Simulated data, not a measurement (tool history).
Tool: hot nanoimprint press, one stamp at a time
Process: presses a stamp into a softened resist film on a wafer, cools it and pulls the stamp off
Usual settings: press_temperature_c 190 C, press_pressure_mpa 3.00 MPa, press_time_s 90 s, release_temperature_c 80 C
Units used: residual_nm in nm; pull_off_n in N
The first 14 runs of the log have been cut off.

run,hour,press_temperature_c,press_pressure_mpa,press_time_s,release_temperature_c,hours of work since the thermocouple was calibrated,imprints on the stamp's release coat,hours of work since the press's seals were changed,residual_nm,pull_off_n
15,281.5,190,3.00,90,80,73,43,504,199.8,99
# hour 297.3: plate thermocouple calibrated, once more
16,301.3,190,3.00,90,80,3,92,518,211.4,104
17,321.2,190,2.61,80,76,19,151,533,236.0,113
18,349.0,190,2.61,149,78,41,232,556,188.0,112
19,374.3,181,2.61,149,78,61,307,576,272.3,119
20,394.4,188,2.41,91,74,77,366,592,252.9,122
21,414.0,183,3.27,123,65,93,423,607,240.5,136
22,442.4,183,3.27,123,65,116,507,630,242.4,139
23,471.3,190,2.41,90,71,139,592,653,234.4,137
24,491.1,188,2.14,90,80,155,650,669,266.1,135
25,512.4,188,2.93,108,71,171,712,686,215.5,146
26,543.2,188,2.93,108,71,196,803,710,215.0,150
27,567.5,188,2.93,71,71,215,874,730,249.0,153
28,586.0,197,2.00,54,66,230,928,745,236.4,157
29,603.2,192,4.44,64,80,244,979,758,180.8,142
30,625.5,193,3.00,90,80,262,1044,776,185.7,148

Each row is a separate what-if for the run after 30, all from the same tool condition, not one after another. Results?
A,643.6,190,3.28,160,80,276,1098,791,?,?
B,643.6,184,2.56,90,80,276,1098,791,?,?
C,643.6,193,3.00,90,71,276,1098,791,?,?

run,residual_nm,pull_off_n
A,160.8,145
B,283.2,148
C,187.7,162
Had the tool no hidden state, the same runs would have come out as:
run,residual_nm,pull_off_n
A,161.8,98
B,286.6,100
C,189.0,110

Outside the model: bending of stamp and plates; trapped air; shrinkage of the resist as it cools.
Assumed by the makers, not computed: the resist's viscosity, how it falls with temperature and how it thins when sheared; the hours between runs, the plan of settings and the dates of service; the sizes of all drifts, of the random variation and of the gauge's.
